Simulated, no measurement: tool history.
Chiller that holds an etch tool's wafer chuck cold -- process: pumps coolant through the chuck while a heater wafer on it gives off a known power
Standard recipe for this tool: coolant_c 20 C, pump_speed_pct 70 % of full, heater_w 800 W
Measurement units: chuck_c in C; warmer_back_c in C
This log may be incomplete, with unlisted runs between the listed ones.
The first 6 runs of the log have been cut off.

{"run": 7, "hour": 543.5, "coolant_c": 20, "pump_speed_pct": 70, "heater_w": 593, "chuck_c": 25.1, "warmer_back_c": 2.83}
{"run": 8, "hour": 661.6, "coolant_c": 21, "pump_speed_pct": 70, "heater_w": 593, "chuck_c": 26.1, "warmer_back_c": 2.81}
{"run": 9, "hour": 776.9, "coolant_c": 21, "pump_speed_pct": 70, "heater_w": 593, "chuck_c": 26.1, "warmer_back_c": 2.82}
{"run": 10, "hour": 884.8, "coolant_c": 21, "pump_speed_pct": 70, "heater_w": 593, "chuck_c": 26.1, "warmer_back_c": 2.86}
{"run": 11, "hour": 946.1, "coolant_c": 20, "pump_speed_pct": 62, "heater_w": 800, "chuck_c": 27.3, "warmer_back_c": 4.31}
{"run": 12, "hour": 1004.6, "coolant_c": 20, "pump_speed_pct": 62, "heater_w": 800, "chuck_c": 27.6, "warmer_back_c": 4.37}
{"run": 13, "hour": 1103.9, "coolant_c": 20, "pump_speed_pct": 76, "heater_w": 800, "chuck_c": 26.4, "warmer_back_c": 3.62}
{"run": 14, "hour": 1205.3, "coolant_c": 12, "pump_speed_pct": 70, "heater_w": 800, "chuck_c": 18.7, "warmer_back_c": 3.93}
{"run": 15, "hour": 1326.5, "coolant_c": 20, "pump_speed_pct": 70, "heater_w": 800, "chuck_c": 26.7, "warmer_back_c": 3.87}
{"run": 16, "hour": 1448.7, "coolant_c": 20, "pump_speed_pct": 70, "heater_w": 800, "chuck_c": 26.7, "warmer_back_c": 3.94}
{"run": 17, "hour": 1545.8, "coolant_c": 21, "pump_speed_pct": 84, "heater_w": 800, "chuck_c": 26.7, "warmer_back_c": 3.31}

Predict the results of run 18:
{"run": 18, "hour": 1630.0, "coolant_c": 21, "pump_speed_pct": 80, "heater_w": 968, "chuck_c": "?", "warmer_back_c": "?"}

For run 18 the tool returned chuck_c 28.3 C, warmer_back_c 4.12 C.
Take away the tool's hidden state, keep the run-to-run variation as it was, and the same run would have given chuck_c 28.3 C, warmer_back_c 3.95 C.

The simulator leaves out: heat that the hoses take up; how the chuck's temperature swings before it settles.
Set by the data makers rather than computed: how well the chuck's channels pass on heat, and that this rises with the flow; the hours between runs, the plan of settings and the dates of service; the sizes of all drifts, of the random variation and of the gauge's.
